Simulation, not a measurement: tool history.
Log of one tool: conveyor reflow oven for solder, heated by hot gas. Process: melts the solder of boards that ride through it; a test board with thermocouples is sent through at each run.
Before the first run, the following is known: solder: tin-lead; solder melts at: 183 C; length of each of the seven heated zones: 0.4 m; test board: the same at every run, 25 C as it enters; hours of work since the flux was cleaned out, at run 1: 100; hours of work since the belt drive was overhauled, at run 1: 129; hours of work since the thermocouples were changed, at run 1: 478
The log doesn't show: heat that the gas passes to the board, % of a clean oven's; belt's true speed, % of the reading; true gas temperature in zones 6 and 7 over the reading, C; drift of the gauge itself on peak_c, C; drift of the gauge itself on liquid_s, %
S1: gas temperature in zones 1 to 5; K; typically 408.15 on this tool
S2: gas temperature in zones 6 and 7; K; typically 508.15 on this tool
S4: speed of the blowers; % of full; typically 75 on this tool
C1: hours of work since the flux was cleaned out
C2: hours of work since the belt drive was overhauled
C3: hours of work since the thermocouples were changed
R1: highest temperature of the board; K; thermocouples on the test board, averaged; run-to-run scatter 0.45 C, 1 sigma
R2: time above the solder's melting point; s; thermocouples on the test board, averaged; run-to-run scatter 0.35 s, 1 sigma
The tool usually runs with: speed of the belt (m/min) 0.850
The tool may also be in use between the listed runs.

run 1 hour=0.0 | S1=408.15 S2=508.15 speed_of_the_belt_(m/min)=0.850 S4=75 | C1=100 C2=129 C3=478 | R1=488.35 R2=39.8
run 2 hour=26.5 | S1=408.15 S2=508.15 speed_of_the_belt_(m/min)=0.850 S4=75 | C1=115 C2=144 C3=494 | R1=487.85 R2=40.1
-- hour=45.6 thermocouples of zones 6 and 7 changed
run 3 hour=51.4 | S1=408.15 S2=508.15 speed_of_the_belt_(m/min)=0.850 S4=76 | C1=128 C2=157 C3=3 | R1=489.55 R2=40.9
run 4 hour=74.1 | S1=408.15 S2=508.15 speed_of_the_belt_(m/min)=0.850 S4=76 | C1=141 C2=170 C3=16 | R1=488.75 R2=40.2
run 5 hour=96.1 | S1=408.15 S2=508.15 speed_of_the_belt_(m/min)=0.850 S4=76 | C1=154 C2=182 C3=29 | R1=488.95 R2=40.0
run 6 hour=140.1 | S1=408.15 S2=508.15 speed_of_the_belt_(m/min)=0.850 S4=75 | C1=179 C2=208 C3=54 | R1=487.85 R2=40.2
run 7 hour=161.1 | S1=408.15 S2=508.15 speed_of_the_belt_(m/min)=0.850 S4=75 | C1=191 C2=220 C3=66 | R1=487.75 R2=40.2
run 8 hour=198.9 | S1=416.15 S2=508.15 speed_of_the_belt_(m/min)=0.850 S4=75 | C1=213 C2=241 C3=88 | R1=490.45 R2=43.4
run 9 hour=221.3 | S1=416.15 S2=508.15 speed_of_the_belt_(m/min)=0.850 S4=75 | C1=225 C2=254 C3=101 | R1=489.75 R2=42.7
run 10 hour=245.0 | S1=408.15 S2=521.15 speed_of_the_belt_(m/min)=0.850 S4=75 | C1=239 C2=268 C3=114 | R1=499.15 R2=45.5
run 11 hour=273.5 | S1=408.15 S2=521.15 speed_of_the_belt_(m/min)=0.850 S4=75 | C1=255 C2=284 C3=131 | R1=499.05 R2=45.3
run 12 hour=315.3 | S1=408.15 S2=521.15 speed_of_the_belt_(m/min)=0.850 S4=75 | C1=279 C2=308 C3=155 | R1=497.95 R2=45.9
run 13 hour=350.1 | S1=408.15 S2=521.15 speed_of_the_belt_(m/min)=0.850 S4=75 | C1=299 C2=328 C3=175 | R1=497.65 R2=46.1
run 14 hour=371.5 | S1=408.15 S2=521.15 speed_of_the_belt_(m/min)=0.850 S4=75 | C1=312 C2=340 C3=187 | R1=498.55 R2=45.2
run 15 hour=398.0 | S1=408.15 S2=508.15 speed_of_the_belt_(m/min)=0.872 S4=75 | C1=327 C2=356 C3=202 | R1=486.25 R2=37.7
run 16 hour=423.5 | S1=412.15 S2=508.15 speed_of_the_belt_(m/min)=0.944 S4=71 | C1=341 C2=370 C3=217 | R1=482.85 R2=32.5
-- hour=430.3 belt drive overhauled, speed set with a stopwatch
run 17 hour=453.0 | S1=419.15 S2=505.15 speed_of_the_belt_(m/min)=0.749 S4=79 | C1=356 C2=13 C3=231 | R1=490.65 R2=52.1
run 18 hour=496.3 | S1=419.15 S2=503.15 speed_of_the_belt_(m/min)=0.810 S4=62 | C1=381 C2=38 C3=256 | R1=482.85 R2=41.7
-- hour=529.6 belt drive overhauled, speed set with a stopwatch, once more
run 19 hour=534.0 | S1=417.15 S2=497.15 speed_of_the_belt_(m/min)=0.956 S4=75 | C1=400 C2=3 C3=276 | R1=474.85 R2=27.5
run 20 hour=563.9 | S1=417.15 S2=512.15 speed_of_the_belt_(m/min)=0.956 S4=75 | C1=417 C2=20 C3=293 | R1=486.85 R2=36.0
-- hour=600.0 flux residue cleaned out of gas plates and filters
run 21 hour=600.0 | S1=413.15 S2=508.15 speed_of_the_belt_(m/min)=0.873 S4=75 | C1=0 C2=38 C3=310 | R1=489.65 R2=41.2
run 22 hour=639.2 | S1=399.15 S2=508.15 speed_of_the_belt_(m/min)=0.850 S4=75 | C1=22 C2=60 C3=333 | R1=488.35 R2=37.9
run 23 hour=659.7 | S1=404.15 S2=500.15 speed_of_the_belt_(m/min)=0.850 S4=65 | C1=34 C2=72 C3=345 | R1=480.05 R2=32.4
run 24 hour=695.8 | S1=408.15 S2=519.15 speed_of_the_belt_(m/min)=0.850 S4=71 | C1=55 C2=92 C3=365 | R1=497.75 R2=45.7
run 25 hour=725.4 | S1=421.15 S2=505.15 speed_of_the_belt_(m/min)=0.901 S4=75 | C1=72 C2=109 C3=382 | R1=487.35 R2=40.8
run 26 hour=755.2 | S1=421.15 S2=513.15 speed_of_the_belt_(m/min)=0.687 S4=75 | C1=89 C2=127 C3=399 | R1=501.75 R2=62.5
run 27 hour=800.2 | S1=407.15 S2=513.15 speed_of_the_belt_(m/min)=0.686 S4=66 | C1=115 C2=152 C3=425 | R1=498.45 R2=56.1
run 28 hour=831.1 | S1=408.15 S2=520.15 speed_of_the_belt_(m/min)=0.823 S4=75 | C1=133 C2=170 C3=443 | R1=501.15 R2=48.3
run 29 hour=876.9 | S1=397.15 S2=508.15 speed_of_the_belt_(m/min)=0.692 S4=52 | C1=159 C2=196 C3=469 | R1=487.05 R2=45.4
run 30 hour=921.1 | S1=417.15 S2=517.15 speed_of_the_belt_(m/min)=0.945 S4=52 | C1=184 C2=222 C3=495 | R1=485.85 R2=36.2

Measured minus without-hidden-state, run by run (identical run-to-run variation in each term; gauge scatter may differ):
run=1 R1=-1.60 R2=-1.1
run=2 R1=-1.80 R2=-1.1
run=3 R1=-1.00 R2=-0.7
run=4 R1=-1.20 R2=-0.8
run=5 R1=-1.40 R2=-0.9
run=6 R1=-1.60 R2=-1.1
run=7 R1=-1.70 R2=-1.2
run=8 R1=-1.90 R2=-1.1
run=9 R1=-2.00 R2=-1.2
run=10 R1=-2.50 R2=-1.0
run=11 R1=-2.80 R2=-1.2
run=12 R1=-3.10 R2=-1.3
run=13 R1=-3.30 R2=-1.4
run=14 R1=-3.50 R2=-1.5
run=15 R1=-3.40 R2=-2.3
run=16 R1=-3.70 R2=-2.6
run=17 R1=-2.70 R2=-1.4
run=18 R1=-2.90 R2=-2.2
run=19 R1=-4.20 R2=-4.3
run=20 R1=-5.00 R2=-3.3
run=21 R1=+0.00 R2=+0.0
run=22 R1=-0.40 R2=-0.2
run=23 R1=-0.40 R2=-0.4
run=24 R1=-0.70 R2=-0.3
run=25 R1=-0.80 R2=-0.4
run=26 R1=-0.80 R2=-0.2
run=27 R1=-1.10 R2=-0.4
run=28 R1=-1.50 R2=-0.5
run=29 R1=-1.30 R2=-1.0
run=30 R1=-1.80 R2=-1.1
